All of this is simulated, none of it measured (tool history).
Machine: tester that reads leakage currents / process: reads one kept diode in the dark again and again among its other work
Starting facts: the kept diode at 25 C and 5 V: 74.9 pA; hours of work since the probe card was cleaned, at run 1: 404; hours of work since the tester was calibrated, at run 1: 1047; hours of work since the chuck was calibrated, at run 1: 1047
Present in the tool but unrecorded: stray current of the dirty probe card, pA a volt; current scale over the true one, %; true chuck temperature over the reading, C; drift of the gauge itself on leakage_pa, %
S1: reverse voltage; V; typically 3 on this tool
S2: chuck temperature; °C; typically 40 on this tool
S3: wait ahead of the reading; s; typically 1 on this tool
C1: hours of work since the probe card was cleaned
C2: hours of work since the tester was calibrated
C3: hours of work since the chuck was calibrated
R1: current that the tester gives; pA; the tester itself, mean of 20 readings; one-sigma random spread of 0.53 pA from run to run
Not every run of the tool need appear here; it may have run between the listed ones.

run	hour	S1	S2	S3	C1	C2	C3	R1
1	0	3	40	1	404	1047	1047	189.83
2	134.9	3	40	1	481	1124	1124	190.87
3	262.1	3	40	4.41	554	1197	1197	193.45
4	351.3	3	40	4.41	605	1248	1248	193.38
5	541.4	3	40	4.41	715	1358	1358	194.84
6	750.6	3	40	4.41	835	1478	1478	196.25
7	842	2.04	40	1	887	1530	1530	159.1
8	1033.8	3	40	1	997	1640	1640	200.46
9	1236.6	3	40	1	1114	1757	1757	201.77
10	1390	3.02	40	1	1202	1845	1845	205.24
11	1542.7	3	40	1	1290	1932	1932	204.29
12	1648.8	3	40	1	1350	1993	1993	206.12
13	1833.7	3	40	1	1457	2100	2100	206.11
14	2038.1	3	40	1	1574	2217	2217	209.03
15	2221.9	3	40	1	1680	2322	2322	209.38
# hour 2403.7: chuck's temperature calibrated
16	2403.7	3	40	1	1783	2426	0	180.82
17	2560.6	3	40	1.36	1873	2516	90	182.84
18	2736.1	3	40	1.36	1974	2617	191	183.17
19	2915.2	3	40	1.36	2077	2719	294	185.32
20	3016.9	3	40	1.36	2135	2778	352	185.51
21	3208.5	1.91	22	7.15	2245	2888	462	38.75
22	3317.3	1.91	22	7.15	2307	2950	525	38.74
23	3444.9	10.94	57	1.68	2381	3024	598	1253.03
24	3601.2	1.17	40	7.7	2470	3113	688	109.59
25	3774.4	1.17	40	7.7	2570	3213	787	111.23
# hour 3890.5: probe card cleaned and baked
26	3910.3	1.17	40	7.7	11	3289	863	112.2
27	4034.9	11.21	57	3.88	83	3361	935	1316.98
28	4205.1	3.82	24	0.34	181	3458	1033	76.99
29	4402.6	3.82	24	0.34	294	3572	1146	77.23
30	4488.1	3.82	24	0.34	343	3621	1195	78.1
31	4583.5	3.82	24	0.34	398	3676	1250	78.3
# hour 4699.6: tester calibrated
32	4731.6	2.16	56	0.34	482	18	1334	475.14
# hour 4746: probe card cleaned and baked, once more
33	4884.4	5.23	56	0.34	79	104	1420	783.25
34	4979.7	1.8	40	0.68	134	159	1475	142.85
35	5188.6	1.8	40	0.68	254	279	1594	145.02
36	5278.3	1.8	31	0.68	306	331	1646	75.26
37	5447.5	4.3	22	0.46	403	428	1743	63.06
38	5532.5	3	45	0.83	452	477	1792	278.45
39	5645.6	6.66	40	0.85	517	541	1857	313.78

The same runs without the tool's hidden state, with the same run-to-run variation:
run	R1
1	174.98
2	174.86
3	176.13
4	175.4
5	175.17
6	174.82
7	141.37
8	176.3
9	175.83
10	177.65
11	175.61
12	176.28
13	174.86
14	175.67
15	174.54
16	175.3
17	176.01
18	174.94
19	175.56
20	174.98
21	34.09
22	33.86
23	1178.95
24	101.73
25	102.46
26	102.01
27	1203.63
28	60.94
29	60.45
30	60.83
31	60.64
32	437.17
33	726.29
34	130.82
35	131.59
36	67.49
37	55.07
38	250
39	278.47
